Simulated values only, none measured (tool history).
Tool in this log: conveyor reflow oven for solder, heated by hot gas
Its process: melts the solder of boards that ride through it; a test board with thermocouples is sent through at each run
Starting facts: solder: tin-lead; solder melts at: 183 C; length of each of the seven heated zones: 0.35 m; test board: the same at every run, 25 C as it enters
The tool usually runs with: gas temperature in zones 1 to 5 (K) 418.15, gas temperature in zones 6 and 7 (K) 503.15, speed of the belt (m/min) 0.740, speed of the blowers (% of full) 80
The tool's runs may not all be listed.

run   hour  gas temperature in zones 1 to 5 (K)  gas temperature in zones 6 and 7 (K)  speed of the belt (m/min)  speed of the blowers (% of full)  highest temperature of the board (K)  time above the solder's melting point (s)
  1    0.0                               418.15                                503.15                      0.740                                80                                479.75                                       34.2
  2   27.5                               418.15                                503.15                      0.740                                80                                479.85                                       34.9
      36.9  -- flux residue cleaned out of gas plates and filters
  3   48.1                               418.15                                503.15                      0.740                                80                                486.85                                       41.3
      77.1  -- belt drive overhauled, speed set with a stopwatch
  4   78.7                               418.15                                503.15                      0.740                                80                                485.15                                       42.1
  5   98.5                               418.15                                503.15                      0.740                                80                                485.55                                       40.6
  6  115.7                               425.15                                503.15                      0.740                                80                                486.35                                       44.4
  7  129.1                               418.15                                503.15                      0.740                                66                                482.65                                       38.0
  8  156.4                               418.15                                503.15                      0.740                                66                                481.35                                       38.2
  9  179.8                               418.15                                503.15                      0.740                                66                                481.55                                       36.4
 10  196.7                               418.15                                503.15                      0.740                                66                                481.85                                       37.6
 11  212.3                               418.15                                503.15                      0.740                                66                                482.15                                       37.1
 12  226.4                               418.15                                503.15                      0.740                                66                                481.65                                       37.7
 13  255.8                               412.15                                503.15                      0.740                                65                                478.85                                       33.9
 14  276.3                               412.15                                494.15                      0.740                                65                                471.95                                       28.0
 15  295.4                               404.15                                515.15                      0.620                                51                                490.55                                       48.6
 16  324.1                               413.15                                514.15                      0.787                                63                                485.25                                       34.3
 17  356.6                               418.15                                503.15                      0.855                                63                                474.25                                       24.4
 18  373.4                               411.15                                503.15                      0.590                                61                                485.85                                       49.9
 19  392.3                               411.15                                503.15                      0.590                                61                                485.65                                       49.5

What if the next run were any one of these 5? Each begins from the tool's condition after run 19:
  A  420.3                               429.15                                503.15                      0.889                                55                                     ?                                          ?
  B  420.3                               407.15                                510.15                      0.758                                80                                     ?                                          ?
  C  420.3                               404.15                                503.15                      0.590                                61                                     ?                                          ?
  D  420.3                               417.15                                507.15                      0.740                                52                                     ?                                          ?
  E  420.3                               421.15                                501.15                      0.590                                69                                     ?                                          ?

run  highest temperature of the board (K)  time above the solder's melting point (s)
  A                                473.55                                       25.4
  B                                483.65                                       34.7
  C                                484.55                                       46.3
  D                                480.05                                       33.7
  E                                487.85                                       54.4
With the hidden condition removed and each run's random variation left untouched, the same runs would have given:
run  highest temperature of the board (K)  time above the solder's melting point (s)
  A                                476.65                                       29.0
  B                                487.35                                       37.7
  C                                486.85                                       48.9
  D                                482.75                                       36.6
  E                                489.55                                       56.3

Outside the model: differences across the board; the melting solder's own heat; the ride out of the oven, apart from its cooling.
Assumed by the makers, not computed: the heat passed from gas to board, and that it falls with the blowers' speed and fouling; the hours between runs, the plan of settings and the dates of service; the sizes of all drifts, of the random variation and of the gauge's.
